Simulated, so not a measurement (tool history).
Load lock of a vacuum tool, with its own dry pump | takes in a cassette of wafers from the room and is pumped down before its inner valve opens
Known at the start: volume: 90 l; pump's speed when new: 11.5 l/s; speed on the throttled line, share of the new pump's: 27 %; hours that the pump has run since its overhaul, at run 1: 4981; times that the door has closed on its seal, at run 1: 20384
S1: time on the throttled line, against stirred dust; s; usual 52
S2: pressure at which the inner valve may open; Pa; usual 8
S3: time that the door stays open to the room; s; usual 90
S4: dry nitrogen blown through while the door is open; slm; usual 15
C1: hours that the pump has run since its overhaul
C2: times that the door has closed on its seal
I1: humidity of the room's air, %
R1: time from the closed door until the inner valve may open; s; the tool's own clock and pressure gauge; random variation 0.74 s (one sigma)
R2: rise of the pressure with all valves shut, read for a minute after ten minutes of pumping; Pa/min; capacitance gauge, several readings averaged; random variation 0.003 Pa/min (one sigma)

Run 1, day 0: usual settings; C1 4981; C2 20384; I1 44.2. Result: R1 114.1 s, R2 0.075 Pa/min.
Run 2, day 11.975: usual settings but S2 11 Pa; C1 5269; C2 20919; I1 42.6. Result: R1 113.5 s, R2 0.08 Pa/min.
Run 3, day 27.162: usual settings but S2 11 Pa; C1 5633; C2 21599; I1 46.2. Result: R1 113.1 s, R2 0.084 Pa/min.
Run 4, day 37.746: usual settings but S2 7 Pa; C1 5887; C2 22072; I1 46.2. Result: R1 115.7 s, R2 0.079 Pa/min.
Run 5, day 52.846: usual settings but S2 14 Pa; C1 6250; C2 22748; I1 50.5. Result: R1 109.9 s, R2 0.081 Pa/min.
Run 6, day 64.225: usual settings but S2 14 Pa, S3 162 s; C1 6523; C2 23257; I1 46.5. Result: R1 111 s, R2 0.09 Pa/min.
Run 7, day 78.525: usual settings but S2 14 Pa, S3 162 s; C1 6866; C2 23897; I1 45.1. Result: R1 110.8 s, R2 0.094 Pa/min.
Run 8, day 100.412: usual settings but S1 28 s, S3 76 s, S4 29 slm; C1 7391; C2 24876; I1 45.4. Result: R1 99 s, R2 0.075 Pa/min.
Run 9, day 118.121: usual settings but S1 39 s, S4 6 slm; C1 7816; C2 25668; I1 47.3. Result: R1 108.8 s, R2 0.093 Pa/min.
Run 10, day 137.371: usual settings but S1 36 s, S2 6 Pa, S3 144 s, S4 6 slm; C1 8278; C2 26529; I1 44.7. Result: R1 108 s, R2 0.111 Pa/min.

Forecast each of these 4 alternatives for the next run:
Run A, day 154.312: usual settings but S1 30 s, S2 9 Pa, S4 6 slm; C1 8685; C2 27287; I1 45.7. Result: R1 ?, R2 ?.
Run B, day 154.312: usual settings but S3 157 s, S4 16 slm; C1 8685; C2 27287; I1 43.2. Result: R1 ?, R2 ?.
Run C, day 154.312: usual settings but S1 36 s, S2 15 Pa, S3 105 s, S4 29 slm; C1 8685; C2 27287; I1 47. Result: R1 ?, R2 ?.
Run D, day 154.312: usual settings but S1 36 s, S2 9 Pa, S3 144 s, S4 6 slm; C1 8685; C2 27287; I1 45.1. Result: R1 ?, R2 ?.

run     R1     R2
  A  100.5  0.102
  B  116.5    0.1
  C    100  0.091
  D  104.5  0.107
Without the tool's hidden state the same runs would have given:
run     R1     R2
  A   95.2  0.041
  B  111.7   0.04
  C     95  0.031
  D   99.4  0.047
